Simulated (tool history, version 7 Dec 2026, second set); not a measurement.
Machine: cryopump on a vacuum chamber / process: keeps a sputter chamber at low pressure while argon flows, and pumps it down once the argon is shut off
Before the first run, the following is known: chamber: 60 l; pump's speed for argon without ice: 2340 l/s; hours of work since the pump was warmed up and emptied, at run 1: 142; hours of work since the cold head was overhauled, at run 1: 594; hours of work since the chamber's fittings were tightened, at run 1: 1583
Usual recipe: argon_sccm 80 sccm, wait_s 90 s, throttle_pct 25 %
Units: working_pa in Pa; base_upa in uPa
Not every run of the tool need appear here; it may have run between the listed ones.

run	hour	argon_sccm	wait_s	throttle_pct	hours of work since the pump was warmed up and emptied	hours of work since the cold head was overhauled	hours of work since the chamber's fittings were tightened	working_pa	base_upa
1	0.0	80	90	25	142	594	1583	0.2346	1.47
2	14.6	80	90	36	155	607	1596	0.1665	1.48
3	32.4	80	90	25	170	623	1612	0.2393	1.50
4	44.0	80	90	46	181	634	1622	0.1324	1.48
5	53.9	80	90	46	190	642	1631	0.1324	1.54
6	67.2	80	90	46	201	654	1643	0.1331	1.54
7	78.8	80	90	46	212	665	1653	0.1335	1.54
8	93.6	80	90	46	225	678	1666	0.1348	1.64
9	110.6	80	90	46	240	693	1681	0.1357	1.54
10	125.1	80	90	46	253	706	1694	0.1349	1.60
11	134.7	80	73	25	261	714	1703	0.2415	1.67
12	145.8	80	73	25	271	724	1713	0.2416	1.75
13	163.8	80	73	25	287	740	1729	0.2442	1.82
14	181.5	80	73	25	303	756	1744	0.2422	1.84
15	189.3	80	73	25	310	763	1751	0.2459	1.77
16	200.8	80	73	25	320	773	1761	0.2437	1.83
17	210.6	80	73	25	329	782	1770	0.2466	1.75
18	220.6	80	73	25	338	791	1779	0.2488	1.83
19	234.2	43	36	49	350	803	1791	0.0703	2.54
20	244.1	80	148	25	359	811	1800	0.2468	1.55
21	253.2	126	43	33	367	820	1808	0.3002	2.30
22	262.5	126	43	33	375	828	1816	0.3014	2.35
23	270.7	144	116	38	382	835	1824	0.3044	1.62
24	284.6	144	116	38	395	847	1836	0.3053	1.67
25	293.9	47	116	45	403	856	1844	0.0867	1.72
26	309.3	47	116	45	417	869	1858	0.0852	1.71
27	325.8	80	90	40	431	884	1873	0.1649	1.84
28	335.6	35	90	25	440	893	1881	0.1112	1.87
29	345.2	35	90	25	448	901	1890	0.1097	1.83
# hour 351.4: pump warmed up, emptied and cooled again
30	363.5	35	60	32	11	913	1902	0.0795	1.77
31	374.5	35	60	32	21	923	1911	0.0788	1.85
32	385.9	45	32	25	31	933	1922	0.1310	2.47
33	394.7	45	32	25	38	941	1929	0.1305	2.51
34	407.7	59	146	45	50	952	1941	0.0967	1.37
35	418.3	79	146	56	59	962	1950	0.1045	1.38

How would selected steps in working_pa from run to run divide? Give the signed amount a tool lacking its hidden state would still show from settings, what came in and random variation, and the signed amount left for the hidden state, including any gauge scatter that is not in both of the compared results.
Unlogged tool condition in this case: pump's speed, % of a pump's without ice; cold plate's temperature, K; leak into the chamber, uPa l/s; drift of the gauge itself on working_pa, %; drift of the gauge itself on base_upa, %.
Run 18 -> 19: argon_sccm 80 -> 43, wait_s 73 -> 36, throttle_pct 25 -> 49. working_pa -0.1785 Pa: hidden state -0.0067, all else -0.1718.
Run 19 -> 20: argon_sccm 43 -> 80, wait_s 36 -> 148, throttle_pct 49 -> 25. working_pa +0.1765 Pa: hidden state +0.0076, all else +0.1689.
Run 20 -> 21: argon_sccm 80 -> 126, wait_s 148 -> 43, throttle_pct 25 -> 33. working_pa +0.0534 Pa: hidden state +0.0097, all else +0.0437.
Run 24 -> 25: argon_sccm 144 -> 47, throttle_pct 38 -> 45. working_pa -0.2186 Pa: hidden state -0.0212, all else -0.1974.
Run 27 -> 28: argon_sccm 80 -> 35, throttle_pct 40 -> 25. working_pa -0.0537 Pa: hidden state -0.0108, all else -0.0429.
